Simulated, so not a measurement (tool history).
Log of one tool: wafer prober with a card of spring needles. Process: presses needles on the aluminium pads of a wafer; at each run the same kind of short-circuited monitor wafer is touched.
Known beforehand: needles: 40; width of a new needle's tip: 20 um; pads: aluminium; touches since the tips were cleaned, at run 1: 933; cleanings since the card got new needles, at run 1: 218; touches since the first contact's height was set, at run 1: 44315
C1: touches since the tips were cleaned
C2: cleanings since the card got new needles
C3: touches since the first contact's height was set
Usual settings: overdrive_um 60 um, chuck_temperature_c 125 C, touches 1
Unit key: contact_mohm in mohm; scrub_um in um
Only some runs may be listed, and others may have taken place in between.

{"run": 1, "day": 0.0, "overdrive_um": 60, "chuck_temperature_c": 125, "touches": 1, "C1": 933, "C2": 218, "C3": 44315, "contact_mohm": 135, "scrub_um": 16.18}
{"day": 0.171, "done": "tips cleaned on abrasive film"}
{"day": 0.396, "done": "tips cleaned on abrasive film"}
{"day": 0.675, "done": "tips cleaned on abrasive film"}
{"day": 0.954, "done": "tips cleaned on abrasive film"}
{"day": 1.233, "done": "tips cleaned on abrasive film"}
{"day": 1.512, "done": "tips cleaned on abrasive film"}
{"day": 1.792, "done": "tips cleaned on abrasive film"}
{"day": 2.071, "done": "tips cleaned on abrasive film"}
{"run": 2, "day": 2.183, "overdrive_um": 60, "chuck_temperature_c": 37, "touches": 1, "C1": 1168, "C2": 226, "C3": 66603, "contact_mohm": 121, "scrub_um": 16.18}
{"day": 2.3, "done": "tips cleaned on abrasive film"}
{"day": 2.579, "done": "tips cleaned on abrasive film"}
{"day": 2.858, "done": "tips cleaned on abrasive film"}
{"day": 3.083, "done": "tips cleaned on abrasive film"}
{"run": 3, "day": 3.217, "overdrive_um": 46, "chuck_temperature_c": 125, "touches": 1, "C1": 1356, "C2": 230, "C3": 77109, "contact_mohm": 137, "scrub_um": 12.38}
{"day": 3.283, "done": "height of the first contact set anew"}
{"day": 3.342, "done": "tips cleaned on abrasive film"}
{"day": 3.621, "done": "tips cleaned on abrasive film"}
{"day": 3.9, "done": "tips cleaned on abrasive film"}
{"day": 4.125, "done": "tips cleaned on abrasive film"}
{"day": 4.404, "done": "tips cleaned on abrasive film"}
{"day": 4.629, "done": "tips cleaned on abrasive film"}
{"day": 4.908, "done": "tips cleaned on abrasive film"}
{"day": 5.188, "done": "tips cleaned on abrasive film"}
{"day": 5.412, "done": "tips cleaned on abrasive film"}
{"run": 4, "day": 5.521, "overdrive_um": 46, "chuck_temperature_c": 85, "touches": 1, "C1": 1085, "C2": 239, "C3": 22777, "contact_mohm": 131, "scrub_um": 12.46}
{"day": 5.688, "done": "tips cleaned on abrasive film"}
{"day": 5.967, "done": "tips cleaned on abrasive film"}
{"day": 6.246, "done": "tips cleaned on abrasive film"}
{"day": 6.529, "done": "tips cleaned on abrasive film"}
{"run": 5, "day": 6.708, "overdrive_um": 60, "chuck_temperature_c": 125, "touches": 3, "C1": 1897, "C2": 243, "C3": 34949, "contact_mohm": 131, "scrub_um": 16.23}
{"day": 6.771, "done": "tips cleaned on abrasive film"}
{"day": 7.05, "done": "tips cleaned on abrasive film"}
{"day": 7.329, "done": "tips cleaned on abrasive film"}
{"day": 7.608, "done": "tips cleaned on abrasive film"}
{"day": 7.888, "done": "tips cleaned on abrasive film"}
{"day": 8.167, "done": "tips cleaned on abrasive film"}
{"day": 8.446, "done": "tips cleaned on abrasive film"}
{"day": 8.671, "done": "tips cleaned on abrasive film"}
{"run": 6, "day": 8.783, "overdrive_um": 60, "chuck_temperature_c": 125, "touches": 2, "C1": 1144, "C2": 251, "C3": 56073, "contact_mohm": 134, "scrub_um": 16.24}
{"day": 8.95, "done": "tips cleaned on abrasive film"}
{"day": 9.229, "done": "tips cleaned on abrasive film"}
{"day": 9.454, "done": "tips cleaned on abrasive film"}
{"day": 9.733, "done": "tips cleaned on abrasive film"}
{"day": 10.012, "done": "tips cleaned on abrasive film"}
{"day": 10.238, "done": "tips cleaned on abrasive film"}
{"day": 10.517, "done": "tips cleaned on abrasive film"}
{"day": 10.742, "done": "tips cleaned on abrasive film"}
{"day": 10.862, "done": "height of the first contact set anew"}
{"day": 11.033, "done": "tips cleaned on abrasive film"}
{"run": 7, "day": 11.071, "overdrive_um": 60, "chuck_temperature_c": 125, "touches": 2, "C1": 400, "C2": 260, "C3": 2113, "contact_mohm": 133, "scrub_um": 16.22}
{"day": 11.296, "done": "tips cleaned on abrasive film"}
{"day": 11.521, "done": "tips cleaned on abrasive film"}
{"day": 11.8, "done": "tips cleaned on abrasive film"}
{"day": 12.079, "done": "tips cleaned on abrasive film"}
{"day": 12.358, "done": "tips cleaned on abrasive film"}
{"day": 12.638, "done": "tips cleaned on abrasive film"}
{"day": 12.921, "done": "tips cleaned on abrasive film"}
{"run": 8, "day": 12.925, "overdrive_um": 60, "chuck_temperature_c": 125, "touches": 1, "C1": 44, "C2": 267, "C3": 20995, "contact_mohm": 135, "scrub_um": 16.28}
{"day": 13.15, "done": "tips cleaned on abrasive film"}
{"day": 13.371, "done": "tips cleaned on abrasive film"}
{"day": 13.654, "done": "tips cleaned on abrasive film"}
{"day": 13.933, "done": "tips cleaned on abrasive film"}
{"day": 14.212, "done": "tips cleaned on abrasive film"}
{"day": 14.492, "done": "tips cleaned on abrasive film"}
{"day": 14.771, "done": "tips cleaned on abrasive film"}
{"run": 9, "day": 14.838, "overdrive_um": 60, "chuck_temperature_c": 95, "touches": 1, "C1": 699, "C2": 274, "C3": 40533, "contact_mohm": 130, "scrub_um": 16.3}
{"day": 15.008, "done": "tips cleaned on abrasive film"}
{"day": 15.288, "done": "tips cleaned on abrasive film"}
{"day": 15.567, "done": "tips cleaned on abrasive film"}
{"day": 15.846, "done": "tips cleaned on abrasive film"}
{"day": 16.125, "done": "tips cleaned on abrasive film"}
{"run": 10, "day": 16.304, "overdrive_um": 60, "chuck_temperature_c": 95, "touches": 1, "C1": 1856, "C2": 279, "C3": 55516, "contact_mohm": 129, "scrub_um": 16.3}
{"day": 16.362, "done": "tips cleaned on abrasive film"}
{"day": 16.588, "done": "tips cleaned on abrasive film"}
{"day": 16.867, "done": "tips cleaned on abrasive film"}
{"day": 17.092, "done": "tips cleaned on abrasive film"}
{"day": 17.375, "done": "tips cleaned on abrasive film"}
{"day": 17.654, "done": "tips cleaned on abrasive film"}
{"day": 17.933, "done": "tips cleaned on abrasive film"}
{"run": 11, "day": 18.146, "overdrive_um": 60, "chuck_temperature_c": 95, "touches": 1, "C1": 2205, "C2": 286, "C3": 74274, "contact_mohm": 127, "scrub_um": 16.31}
{"day": 18.204, "done": "tips cleaned on abrasive film"}
{"day": 18.483, "done": "tips cleaned on abrasive film"}
{"day": 18.496, "done": "height of the first contact set anew"}
{"day": 18.775, "done": "tips cleaned on abrasive film"}
{"day": 19.054, "done": "tips cleaned on abrasive film"}
{"day": 19.279, "done": "tips cleaned on abrasive film"}
{"day": 19.558, "done": "tips cleaned on abrasive film"}
{"run": 12, "day": 19.575, "overdrive_um": 49, "chuck_temperature_c": 52, "touches": 2, "C1": 163, "C2": 292, "C3": 11009, "contact_mohm": 125, "scrub_um": 13.34}
{"day": 19.8, "done": "tips cleaned on abrasive film"}
{"day": 20.079, "done": "tips cleaned on abrasive film"}
{"day": 20.358, "done": "tips cleaned on abrasive film"}
{"day": 20.638, "done": "tips cleaned on abrasive film"}
{"day": 20.921, "done": "tips cleaned on abrasive film"}
{"day": 21.2, "done": "tips cleaned on abrasive film"}
{"day": 21.425, "done": "tips cleaned on abrasive film"}
{"day": 21.704, "done": "tips cleaned on abrasive film"}
{"day": 22.204, "done": "card fitted with new needles"}
{"run": 13, "day": 22.379, "overdrive_um": 73, "chuck_temperature_c": 52, "touches": 2, "C1": 1826, "C2": 0, "C3": 1826, "contact_mohm": 121, "scrub_um": 19.89}
{"day": 22.438, "done": "tips cleaned on abrasive film"}
{"day": 22.662, "done": "tips cleaned on abrasive film"}
{"day": 22.942, "done": "tips cleaned on abrasive film"}
{"day": 23.167, "done": "tips cleaned on abrasive film"}
{"day": 23.446, "done": "tips cleaned on abrasive film"}
{"day": 23.725, "done": "tips cleaned on abrasive film"}
{"day": 23.95, "done": "tips cleaned on abrasive film"}
{"day": 24.229, "done": "tips cleaned on abrasive film"}
{"run": 14, "day": 24.442, "overdrive_um": 73, "chuck_temperature_c": 52, "touches": 2, "C1": 2173, "C2": 8, "C3": 22835, "contact_mohm": 119, "scrub_um": 19.89}
{"day": 24.5, "done": "tips cleaned on abrasive film"}
{"day": 24.779, "done": "tips cleaned on abrasive film"}
{"day": 25.004, "done": "tips cleaned on abrasive film"}
{"day": 25.283, "done": "tips cleaned on abrasive film"}
{"day": 25.562, "done": "tips cleaned on abrasive film"}
{"run": 15, "day": 25.783, "overdrive_um": 55, "chuck_temperature_c": 52, "touches": 2, "C1": 2280, "C2": 13, "C3": 36532, "contact_mohm": 123, "scrub_um": 14.97}
{"day": 25.842, "done": "tips cleaned on abrasive film"}
{"day": 26.067, "done": "tips cleaned on abrasive film"}
{"day": 26.346, "done": "tips cleaned on abrasive film"}
{"day": 26.625, "done": "tips cleaned on abrasive film"}
{"day": 26.85, "done": "tips cleaned on abrasive film"}
{"day": 27.129, "done": "tips cleaned on abrasive film"}
{"day": 27.408, "done": "tips cleaned on abrasive film"}
{"day": 27.688, "done": "tips cleaned on abrasive film"}
{"day": 27.971, "done": "tips cleaned on abrasive film"}
{"day": 28.204, "done": "tips cleaned on abrasive film"}
{"run": 16, "day": 28.204, "overdrive_um": 56, "chuck_temperature_c": 53, "touches": 1, "C1": 0, "C2": 23, "C3": 61202, "contact_mohm": 124, "scrub_um": 15.33}
{"day": 28.483, "done": "tips cleaned on abrasive film"}
{"day": 28.767, "done": "tips cleaned on abrasive film"}
{"day": 29.046, "done": "tips cleaned on abrasive film"}
{"day": 29.271, "done": "tips cleaned on abrasive film"}
{"day": 29.55, "done": "tips cleaned on abrasive film"}
{"day": 29.775, "done": "tips cleaned on abrasive film"}
{"day": 29.788, "done": "height of the first contact set anew"}
{"day": 30.008, "done": "tips cleaned on abrasive film"}
{"day": 30.292, "done": "tips cleaned on abrasive film"}
{"run": 17, "day": 30.383, "overdrive_um": 73, "chuck_temperature_c": 53, "touches": 2, "C1": 961, "C2": 31, "C3": 6098, "contact_mohm": 120, "scrub_um": 19.96}
{"day": 30.554, "done": "tips cleaned on abrasive film"}
{"day": 30.775, "done": "tips cleaned on abrasive film"}
{"day": 31.058, "done": "tips cleaned on abrasive film"}
{"day": 31.338, "done": "tips cleaned on abrasive film"}
{"day": 31.617, "done": "tips cleaned on abrasive film"}
{"day": 31.896, "done": "tips cleaned on abrasive film"}
{"day": 32.175, "done": "tips cleaned on abrasive film"}
{"day": 32.454, "done": "tips cleaned on abrasive film"}
{"day": 32.679, "done": "tips cleaned on abrasive film"}
{"run": 18, "day": 32.788, "overdrive_um": 61, "chuck_temperature_c": 26, "touches": 1, "C1": 1124, "C2": 40, "C3": 30626, "contact_mohm": 120, "scrub_um": 16.66}
{"day": 32.958, "done": "tips cleaned on abrasive film"}
{"day": 33.183, "done": "tips cleaned on abrasive film"}
{"day": 33.462, "done": "tips cleaned on abrasive film"}
{"day": 33.742, "done": "tips cleaned on abrasive film"}
{"day": 34.021, "done": "tips cleaned on abrasive film"}
{"run": 19, "day": 34.171, "overdrive_um": 70, "chuck_temperature_c": 120, "touches": 2, "C1": 1557, "C2": 45, "C3": 44741, "contact_mohm": 130, "scrub_um": 19.16}
{"day": 34.283, "done": "tips cleaned on abrasive film"}
{"day": 34.567, "done": "tips cleaned on abrasive film"}
{"day": 34.846, "done": "tips cleaned on abrasive film"}
{"day": 35.125, "done": "tips cleaned on abrasive film"}
{"day": 35.35, "done": "tips cleaned on abrasive film"}
{"day": 35.629, "done": "tips cleaned on abrasive film"}
{"day": 35.854, "done": "tips cleaned on abrasive film"}
{"day": 36.133, "done": "tips cleaned on abrasive film"}
{"run": 20, "day": 36.283, "overdrive_um": 70, "chuck_temperature_c": 120, "touches": 2, "C1": 1541, "C2": 53, "C3": 66261, "contact_mohm": 131, "scrub_um": 19.18}
{"day": 36.396, "done": "tips cleaned on abrasive film"}
{"day": 36.621, "done": "tips cleaned on abrasive film"}
{"day": 36.9, "done": "tips cleaned on abrasive film"}
{"day": 37.179, "done": "tips cleaned on abrasive film"}
{"day": 37.412, "done": "height of the first contact set anew"}
{"day": 37.471, "done": "tips cleaned on abrasive film"}
{"day": 37.75, "done": "tips cleaned on abrasive film"}
{"day": 38.029, "done": "tips cleaned on abrasive film"}
{"run": 21, "day": 38.208, "overdrive_um": 70, "chuck_temperature_c": 120, "touches": 2, "C1": 1835, "C2": 60, "C3": 8115, "contact_mohm": 128, "scrub_um": 19.2}

3 options for the next run, each taken on its own from the tool as it stands now. Forecast them:
{"day": 38.267, "done": "tips cleaned on abrasive film"}
{"day": 38.546, "done": "tips cleaned on abrasive film"}
{"day": 38.825, "done": "tips cleaned on abrasive film"}
{"day": 39.104, "done": "tips cleaned on abrasive film"}
{"day": 39.388, "done": "tips cleaned on abrasive film"}
{"day": 39.667, "done": "tips cleaned on abrasive film"}
{"run": "A", "day": 39.862, "overdrive_um": 46, "chuck_temperature_c": 120, "touches": 2, "C1": 2056, "C2": 66, "C3": 25010, "contact_mohm": "?", "scrub_um": "?"}
{"day": 38.267, "done": "tips cleaned on abrasive film"}
{"day": 38.546, "done": "tips cleaned on abrasive film"}
{"day": 38.825, "done": "tips cleaned on abrasive film"}
{"day": 39.104, "done": "tips cleaned on abrasive film"}
{"day": 39.388, "done": "tips cleaned on abrasive film"}
{"day": 39.667, "done": "tips cleaned on abrasive film"}
{"run": "B", "day": 39.862, "overdrive_um": 79, "chuck_temperature_c": 120, "touches": 2, "C1": 2056, "C2": 66, "C3": 25010, "contact_mohm": "?", "scrub_um": "?"}
{"day": 38.267, "done": "tips cleaned on abrasive film"}
{"day": 38.546, "done": "tips cleaned on abrasive film"}
{"day": 38.825, "done": "tips cleaned on abrasive film"}
{"day": 39.104, "done": "tips cleaned on abrasive film"}
{"day": 39.388, "done": "tips cleaned on abrasive film"}
{"day": 39.667, "done": "tips cleaned on abrasive film"}
{"run": "C", "day": 39.862, "overdrive_um": 46, "chuck_temperature_c": 120, "touches": 2, "C1": 2056, "C2": 66, "C3": 25010, "contact_mohm": "?", "scrub_um": "?"}

run=A contact_mohm=137 scrub_um=12.62
run=B contact_mohm=131 scrub_um=21.69
run=C contact_mohm=137 scrub_um=12.65
Without the tool's hidden state the same runs would have given:
run=A contact_mohm=137 scrub_um=12.40
run=B contact_mohm=131 scrub_um=21.32
run=C contact_mohm=136 scrub_um=12.43
